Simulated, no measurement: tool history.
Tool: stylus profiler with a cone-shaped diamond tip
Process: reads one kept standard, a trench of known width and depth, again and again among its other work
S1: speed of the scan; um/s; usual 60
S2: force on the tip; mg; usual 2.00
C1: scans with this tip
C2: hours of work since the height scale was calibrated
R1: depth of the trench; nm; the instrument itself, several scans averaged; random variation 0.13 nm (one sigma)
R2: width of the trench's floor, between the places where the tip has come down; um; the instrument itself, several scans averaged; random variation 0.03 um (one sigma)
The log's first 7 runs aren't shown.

run 8 hour=126.0 | S1=60 S2=2.00 | C1=373 C2=57 | R1=1011.79 R2=45.51
run 9 hour=148.1 | S1=60 S2=3.29 | C1=434 C2=66 | R1=1016.79 R2=45.58
run 10 hour=173.2 | S1=110 S2=3.29 | C1=503 C2=76 | R1=1016.91 R2=45.38
run 11 hour=193.2 | S1=110 S2=3.29 | C1=558 C2=85 | R1=1016.88 R2=45.33
run 12 hour=218.4 | S1=60 S2=2.00 | C1=627 C2=95 | R1=1012.00 R2=45.44
run 13 hour=244.8 | S1=60 S2=2.00 | C1=700 C2=106 | R1=1011.92 R2=45.42
run 14 hour=259.4 | S1=60 S2=2.00 | C1=740 C2=112 | R1=1011.79 R2=45.46
run 15 hour=279.9 | S1=60 S2=2.00 | C1=796 C2=121 | R1=1011.98 R2=45.46
run 16 hour=291.4 | S1=70 S2=2.00 | C1=828 C2=126 | R1=1011.95 R2=45.40
run 17 hour=315.6 | S1=70 S2=2.00 | C1=894 C2=136 | R1=1012.02 R2=45.33
run 18 hour=335.1 | S1=70 S2=2.00 | C1=948 C2=144 | R1=1011.82 R2=45.34
run 19 hour=346.4 | S1=70 S2=2.00 | C1=979 C2=149 | R1=1011.78 R2=45.39
run 20 hour=370.8 | S1=70 S2=2.32 | C1=1046 C2=159 | R1=1012.89 R2=45.35
run 21 hour=389.2 | S1=70 S2=2.32 | C1=1097 C2=166 | R1=1012.85 R2=45.32
run 22 hour=414.2 | S1=70 S2=3.85 | C1=1165 C2=177 | R1=1018.31 R2=45.30
run 23 hour=427.1 | S1=18 S2=3.85 | C1=1201 C2=182 | R1=1018.28 R2=45.54
run 24 hour=441.4 | S1=60 S2=2.00 | C1=1240 C2=188 | R1=1011.97 R2=45.29

Forecast run 25:
run 25 hour=462.7 | S1=158 S2=2.00 | C1=1299 C2=197 | R1=? R2=?

Run 25 gave R1 1011.61 nm, R2 44.79 um.
Without the tool's hidden state the same run would have given R1 1011.96 nm, R2 45.22 um.
